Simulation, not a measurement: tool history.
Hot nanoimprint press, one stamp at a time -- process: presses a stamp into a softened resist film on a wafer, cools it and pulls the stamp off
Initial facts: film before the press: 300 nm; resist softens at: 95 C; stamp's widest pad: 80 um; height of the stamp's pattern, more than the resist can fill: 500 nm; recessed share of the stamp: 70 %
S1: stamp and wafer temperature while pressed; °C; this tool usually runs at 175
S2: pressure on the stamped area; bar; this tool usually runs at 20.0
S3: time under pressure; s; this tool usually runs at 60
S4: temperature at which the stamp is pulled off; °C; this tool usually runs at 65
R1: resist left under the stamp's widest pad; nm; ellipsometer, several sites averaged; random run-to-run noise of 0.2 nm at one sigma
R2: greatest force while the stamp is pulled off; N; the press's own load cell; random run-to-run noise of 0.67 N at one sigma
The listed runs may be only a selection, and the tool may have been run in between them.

run,hour,S1,S2,S3,S4,R1,R2
1,0.0,175,20.0,60,65,113.3,118.3
2,16.6,175,20.0,60,65,113.1,119.9
3,41.7,175,20.0,44,65,127.1,120.3
# hour 50.0: plate thermocouple calibrated
4,66.7,175,20.0,44,65,132.3,122.0
5,93.7,175,20.0,60,65,117.8,123.5
# hour 105.6: stamp cleaned and given a new release coat
6,128.0,175,20.0,60,65,117.7,115.2
7,159.0,175,20.0,60,65,117.6,116.3
8,178.1,175,20.0,60,65,117.7,117.4
9,197.3,175,20.0,60,65,117.7,117.0
10,219.3,175,20.0,60,65,117.7,117.5
11,235.7,178,20.0,60,65,106.1,119.2
12,249.4,168,20.0,60,65,149.5,119.4
13,265.6,168,20.0,60,65,149.6,119.3
14,288.5,168,20.0,60,65,149.2,120.5
15,317.6,168,20.0,60,65,149.6,120.5
16,346.9,168,20.0,119,54,117.4,137.9
17,378.5,168,20.0,119,54,116.9,140.9
# hour 397.2: stamp cleaned and given a new release coat
18,409.4,175,17.7,60,55,124.8,129.5
19,427.3,175,14.4,30,67,173.5,111.9
20,445.1,175,14.4,30,67,173.2,112.6
21,473.9,175,14.4,30,67,172.9,113.7
22,505.4,175,14.4,30,67,173.0,115.1
23,520.9,168,20.0,61,65,147.8,117.5
24,546.1,168,20.0,102,65,123.3,117.8
25,574.3,168,20.0,102,65,123.2,118.6
26,591.8,168,20.0,43,51,165.4,142.7
27,616.7,168,19.9,43,55,165.4,135.3
28,642.3,175,20.0,89,66,100.3,118.2
29,673.4,182,20.0,51,57,98.3,135.1

Below are 4 alternative next runs, each starting from the tool's condition after run 29. Predict each:
# hour 688.9: stamp cleaned and given a new release coat
A,695.0,184,23.5,60,65,?,?
# hour 688.9: stamp cleaned and given a new release coat
B,695.0,182,20.0,51,65,?,?
# hour 688.9: stamp cleaned and given a new release coat
C,695.0,182,20.0,59,72,?,?
# hour 688.9: stamp cleaned and given a new release coat
D,695.0,163,20.0,60,53,?,?

run,R1,R2
A,79.4,114.8
B,98.2,115.0
C,92.9,103.6
D,175.2,131.5
Without the tool's unlogged condition, the same runs would have read:
run,R1,R2
A,79.4,116.0
B,98.7,116.2
C,93.3,104.8
D,176.9,132.7
